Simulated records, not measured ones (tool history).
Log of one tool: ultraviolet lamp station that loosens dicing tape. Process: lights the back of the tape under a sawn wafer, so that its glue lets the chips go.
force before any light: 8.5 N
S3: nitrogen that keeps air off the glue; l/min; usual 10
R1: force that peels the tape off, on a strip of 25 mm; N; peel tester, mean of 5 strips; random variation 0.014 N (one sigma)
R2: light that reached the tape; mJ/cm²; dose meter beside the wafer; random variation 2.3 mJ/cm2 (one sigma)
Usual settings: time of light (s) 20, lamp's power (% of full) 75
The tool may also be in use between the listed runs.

Run 1, day 0.000: usual settings. Result: R1 1.005 N, R2 200 mJ/cm².
Run 2, day 0.750: usual settings but time of light (s) 34. Result: R1 0.264 N, R2 331 mJ/cm².
Run 3, day 1.642: usual settings but time of light (s) 34. Result: R1 0.304 N, R2 328 mJ/cm².
Run 4, day 2.579: usual settings but time of light (s) 34. Result: R1 0.292 N, R2 329 mJ/cm².
Run 5, day 3.029: usual settings but time of light (s) 34. Result: R1 0.301 N, R2 326 mJ/cm².
Run 6, day 3.483: usual settings. Result: R1 1.033 N, R2 188 mJ/cm².
Run 7, day 3.929: usual settings but time of light (s) 24. Result: R1 0.716 N, R2 228 mJ/cm².
Run 8, day 4.829: usual settings but time of light (s) 24. Result: R1 0.727 N, R2 229 mJ/cm².
Run 9, day 5.367: usual settings but time of light (s) 24. Result: R1 0.754 N, R2 221 mJ/cm².
Run 10, day 6.200: usual settings but time of light (s) 24. Result: R1 0.766 N, R2 224 mJ/cm².
Run 11, day 6.821: usual settings but time of light (s) 24. Result: R1 0.773 N, R2 221 mJ/cm².
Run 12, day 7.312: usual settings but time of light (s) 24. Result: R1 0.773 N, R2 217 mJ/cm².
At day 7.458: window cleaned of glue's vapour.
Run 13, day 8.225: usual settings but time of light (s) 24. Result: R1 1.061 N, R2 192 mJ/cm².
At day 9.054: window cleaned of glue's vapour, once more.
Run 14, day 9.054: usual settings but time of light (s) 24. Result: R1 0.505 N, R2 265 mJ/cm².
Run 15, day 9.954: usual settings but time of light (s) 24. Result: R1 0.508 N, R2 262 mJ/cm².
Run 16, day 10.454: usual settings but time of light (s) 24. Result: R1 0.508 N, R2 261 mJ/cm².
Run 17, day 11.096: usual settings but lamp's power (% of full) 70. Result: R1 0.930 N, R2 201 mJ/cm².
Run 18, day 11.812: usual settings but lamp's power (% of full) 70. Result: R1 0.962 N, R2 194 mJ/cm².
Run 19, day 12.433: usual settings but lamp's power (% of full) 70. Result: R1 0.980 N, R2 201 mJ/cm².
Run 20, day 13.146: usual settings but time of light (s) 23, lamp's power (% of full) 83, S3 4 l/min. Result: R1 0.878 N, R2 275 mJ/cm².
Run 21, day 13.700: usual settings but time of light (s) 23, lamp's power (% of full) 83, S3 4 l/min. Result: R1 0.881 N, R2 263 mJ/cm².
Run 22, day 14.508: usual settings but time of light (s) 30, lamp's power (% of full) 61, S3 6 l/min. Result: R1 0.753 N, R2 253 mJ/cm².
Run 23, day 14.950: usual settings but time of light (s) 30, lamp's power (% of full) 61, S3 6 l/min. Result: R1 0.795 N, R2 254 mJ/cm².
Run 24, day 15.788: usual settings but time of light (s) 12, lamp's power (% of full) 69, S3 13 l/min. Result: R1 2.274 N, R2 111 mJ/cm².
Run 25, day 16.471: usual settings but time of light (s) 21, lamp's power (% of full) 92, S3 14 l/min. Result: R1 0.429 N, R2 260 mJ/cm².
Run 26, day 17.262: usual settings but time of light (s) 30, lamp's power (% of full) 85, S3 4 l/min. Result: R1 0.508 N, R2 342 mJ/cm².
Run 27, day 18.046: usual settings but time of light (s) 16, lamp's power (% of full) 80. Result: R1 1.310 N, R2 174 mJ/cm².
Run 28, day 18.588: usual settings but time of light (s) 16, lamp's power (% of full) 80. Result: R1 1.283 N, R2 173 mJ/cm².
Run 29, day 19.321: usual settings but time of light (s) 16, lamp's power (% of full) 62, S3 16 l/min. Result: R1 1.628 N, R2 129 mJ/cm².
Run 30, day 20.154: usual settings but time of light (s) 26, lamp's power (% of full) 99, S3 3 l/min. Result: R1 0.646 N, R2 330 mJ/cm².
Run 31, day 20.812: usual settings but time of light (s) 16, S3 16 l/min. Result: R1 1.247 N, R2 158 mJ/cm².
Run 32, day 21.658: usual settings but lamp's power (% of full) 73, S3 4 l/min. Result: R1 1.722 N, R2 187 mJ/cm².
Run 33, day 22.367: usual settings but time of light (s) 13, lamp's power (% of full) 88, S3 4 l/min. Result: R1 2.519 N, R2 148 mJ/cm².
Run 34, day 22.804: usual settings but time of light (s) 30, S3 19 l/min. Result: R1 0.296 N, R2 295 mJ/cm².
Run 35, day 23.662: usual settings but time of light (s) 36, S3 4 l/min. Result: R1 0.517 N, R2 340 mJ/cm².

Forecast each of these 3 alternatives for the next run:
Run A, day 24.250: usual settings but time of light (s) 39, S3 7 l/min. Result: R1 ?, R2 ?.
Run B, day 24.250: usual settings but S3 12 l/min. Result: R1 ?, R2 ?.
Run C, day 24.250: usual settings but time of light (s) 36, lamp's power (% of full) 93, S3 8 l/min. Result: R1 ?, R2 ?.

run     R1   R2
  A  0.296  366
  B  1.000  184
  C  0.189  422
Without the tool's hidden state the same runs would have given:
run     R1   R2
  A  0.182  455
  B  0.621  230
  C  0.130  524

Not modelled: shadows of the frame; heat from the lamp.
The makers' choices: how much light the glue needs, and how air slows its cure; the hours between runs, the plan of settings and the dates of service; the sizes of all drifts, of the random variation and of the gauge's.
